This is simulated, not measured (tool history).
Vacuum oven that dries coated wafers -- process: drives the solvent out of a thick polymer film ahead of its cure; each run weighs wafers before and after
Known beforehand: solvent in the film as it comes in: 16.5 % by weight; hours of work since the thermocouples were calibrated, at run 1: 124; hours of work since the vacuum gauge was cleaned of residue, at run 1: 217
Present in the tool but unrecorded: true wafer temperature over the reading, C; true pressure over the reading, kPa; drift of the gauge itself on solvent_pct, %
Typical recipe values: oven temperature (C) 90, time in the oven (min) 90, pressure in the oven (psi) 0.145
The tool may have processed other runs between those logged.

| run | hour | oven temperature (C) | time in the oven (min) | pressure in the oven (psi) | hours of work since the thermocouples were calibrated | hours of work since the vacuum gauge was cleaned of residue | solvent left in the film (%) |
|---|---|---|---|---|---|---|---|
| 1 | 0.0 | 90 | 90 | 0.145 | 124 | 217 | 4.21 |
| 2 | 18.5 | 90 | 90 | 0.145 | 135 | 229 | 4.22 |
| 3 | 37.8 | 90 | 90 | 0.145 | 146 | 240 | 4.21 |
| 4 | 47.8 | 90 | 90 | 0.145 | 153 | 246 | 4.23 |
| 5 | 58.6 | 90 | 90 | 0.145 | 159 | 253 | 4.22 |
| 6 | 76.3 | 90 | 90 | 0.145 | 170 | 264 | 4.22 |
| 7 | 85.1 | 90 | 131 | 0.145 | 175 | 269 | 2.65 |
| 8 | 95.9 | 90 | 90 | 0.145 | 182 | 276 | 4.17 |
| 9 | 107.7 | 90 | 90 | 0.145 | 189 | 283 | 4.20 |
| 10 | 126.2 | 90 | 90 | 0.145 | 200 | 294 | 4.18 |
| 11 | 138.2 | 90 | 90 | 0.145 | 207 | 301 | 4.20 |
| 12 | 157.8 | 90 | 90 | 0.145 | 219 | 313 | 4.21 |
| 13 | 172.8 | 90 | 90 | 0.145 | 228 | 322 | 4.23 |
| 14 | 188.5 | 90 | 90 | 0.145 | 238 | 332 | 4.20 |
| 15 | 207.2 | 90 | 90 | 0.145 | 249 | 343 | 4.19 |
| 16 | 225.9 | 90 | 90 | 0.205 | 261 | 355 | 4.39 |
| 17 | 240.6 | 90 | 90 | 0.205 | 270 | 363 | 4.39 |
| 18 | 254.9 | 90 | 90 | 0.205 | 278 | 372 | 4.36 |
| 19 | 269.6 | 90 | 90 | 0.152 | 287 | 381 | 4.20 |
| 20 | 286.3 | 90 | 90 | 0.145 | 297 | 391 | 4.17 |
| 21 | 296.1 | 81 | 90 | 0.145 | 303 | 397 | 7.55 |
| 22 | 305.9 | 90 | 90 | 0.145 | 309 | 403 | 4.20 |
| 23 | 318.9 | 97 | 90 | 0.145 | 317 | 411 | 2.00 |
| 24 | 334.0 | 97 | 90 | 0.145 | 326 | 420 | 2.01 |
| 25 | 344.0 | 101 | 156 | 0.548 | 332 | 426 | 1.83 |
| 26 | 360.4 | 102 | 90 | 0.146 | 342 | 436 | 1.06 |
| 27 | 379.9 | 102 | 90 | 0.146 | 354 | 448 | 1.09 |
| 28 | 399.3 | 100 | 123 | 0.244 | 366 | 460 | 1.14 |
| 29 | 417.9 | 83 | 131 | 0.264 | 377 | 471 | 5.59 |
| 30 | 428.9 | 77 | 85 | 0.267 | 384 | 478 | 9.54 |
| 31 | 442.5 | 97 | 58 | 0.363 | 392 | 486 | 4.30 |
| 32 | 462.7 | 97 | 58 | 0.363 | 404 | 498 | 4.31 |
| 33 | 477.9 | 97 | 58 | 0.363 | 414 | 508 | 4.31 |
| 34 | 493.3 | 97 | 58 | 0.363 | 423 | 517 | 4.30 |
| 35 | 506.4 | 84 | 51 | 0.429 | 431 | 525 | 9.63 |
| 36 | 519.2 | 84 | 51 | 0.234 | 439 | 533 | 8.97 |
| 37 | 539.5 | 86 | 86 | 0.139 | 451 | 545 | 5.79 |
| 38 | 552.0 | 82 | 90 | 0.249 | 459 | 553 | 7.51 |
| 39 | 562.0 | 82 | 90 | 0.145 | 465 | 559 | 7.09 |
| 40 | 578.3 | 82 | 90 | 0.145 | 475 | 569 | 7.14 |
| 41 | 593.6 | 82 | 60 | 0.158 | 484 | 578 | 8.81 |
| 42 | 607.2 | 82 | 60 | 0.158 | 492 | 586 | 8.80 |
| 43 | 618.4 | 92 | 90 | 0.468 | 499 | 593 | 4.58 |
| 44 | 634.4 | 76 | 90 | 0.123 | 509 | 603 | 9.10 |
| 45 | 652.5 | 76 | 90 | 0.123 | 520 | 614 | 9.10 |
| 46 | 662.5 | 90 | 90 | 0.393 | 526 | 620 | 5.02 |
| 47 | 673.0 | 90 | 52 | 0.078 | 532 | 626 | 6.43 |

Each row is a separate what-if for the run after 47, all from the same tool condition, not one after another. Results?
| A | 686.2 | 101 | 47 | 0.145 | 540 | 634 | ? |
| B | 686.2 | 90 | 118 | 0.145 | 540 | 634 | ? |
| C | 686.2 | 89 | 52 | 0.471 | 540 | 634 | ? |
| D | 686.2 | 90 | 52 | 0.136 | 540 | 634 | ? |

| run | solvent left in the film (%) |
|---|---|
| A | 3.24 |
| B | 2.99 |
| C | 7.96 |
| D | 6.62 |
Without the tool's hidden state the same runs would have given:
| run | solvent left in the film (%) |
|---|---|
| A | 3.50 |
| B | 3.20 |
| C | 8.25 |
| D | 6.91 |
